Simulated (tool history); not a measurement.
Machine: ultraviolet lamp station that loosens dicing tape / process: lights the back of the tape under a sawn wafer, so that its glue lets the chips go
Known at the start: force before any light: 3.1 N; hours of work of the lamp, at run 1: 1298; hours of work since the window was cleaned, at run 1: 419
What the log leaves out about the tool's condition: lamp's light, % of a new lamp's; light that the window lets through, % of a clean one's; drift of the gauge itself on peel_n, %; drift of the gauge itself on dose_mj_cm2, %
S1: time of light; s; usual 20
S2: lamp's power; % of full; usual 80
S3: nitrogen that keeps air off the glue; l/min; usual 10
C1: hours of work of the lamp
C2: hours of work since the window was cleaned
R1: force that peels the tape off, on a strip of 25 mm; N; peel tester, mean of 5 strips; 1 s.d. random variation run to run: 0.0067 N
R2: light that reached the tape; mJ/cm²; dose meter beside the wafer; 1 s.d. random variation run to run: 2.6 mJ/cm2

run 1 day=0 | S1=20 S2=80 S3=10 | C1=1298 C2=419 | R1=0.61 R2=182
-- day=0.608 lamp changed
run 2 day=2.017 | S1=20 S2=80 S3=10 | C1=27 C2=456 | R1=0.32 R2=279
run 3 day=4.646 | S1=20 S2=70 S3=10 | C1=77 C2=506 | R1=0.39 R2=232
-- day=7.85 window cleaned of glue's vapour
run 4 day=7.862 | S1=20 S2=70 S3=10 | C1=137 C2=0 | R1=0.332 R2=265
run 5 day=11.171 | S1=20 S2=70 S3=10 | C1=200 C2=63 | R1=0.343 R2=255
run 6 day=13.521 | S1=20 S2=70 S3=10 | C1=244 C2=107 | R1=0.362 R2=252
run 7 day=15.283 | S1=20 S2=70 S3=10 | C1=278 C2=141 | R1=0.376 R2=247
run 8 day=17.404 | S1=14 S2=60 S3=4 | C1=318 C2=181 | R1=1.176 R2=142
run 9 day=21.125 | S1=25 S2=96 S3=10 | C1=388 C2=251 | R1=0.163 R2=392
run 10 day=22.633 | S1=25 S2=96 S3=10 | C1=417 C2=280 | R1=0.163 R2=384
run 11 day=24.742 | S1=19 S2=80 S3=4 | C1=457 C2=320 | R1=0.703 R2=235
run 12 day=27.858 | S1=20 S2=90 S3=8 | C1=516 C2=379 | R1=0.373 R2=265

Alternative continuations, all from the tool just after run 12; predict every row:
run A day=29.467 | S1=20 S2=80 S3=4 | C1=546 C2=409 | R1=? R2=?
run B day=29.467 | S1=17 S2=76 S3=13 | C1=546 C2=409 | R1=? R2=?
run C day=29.467 | S1=26 S2=92 S3=8 | C1=546 C2=409 | R1=? R2=?
run D day=29.467 | S1=26 S2=68 S3=3 | C1=546 C2=409 | R1=? R2=?

run=A R1=0.73 R2=239
run=B R1=0.499 R2=188
run=C R1=0.23 R2=355
run=D R1=0.704 R2=263
Had the tool no hidden state, the same runs would have come out as:
run=A R1=0.443 R2=330
run=B R1=0.282 R2=260
run=C R1=0.138 R2=491
run=D R1=0.429 R2=363
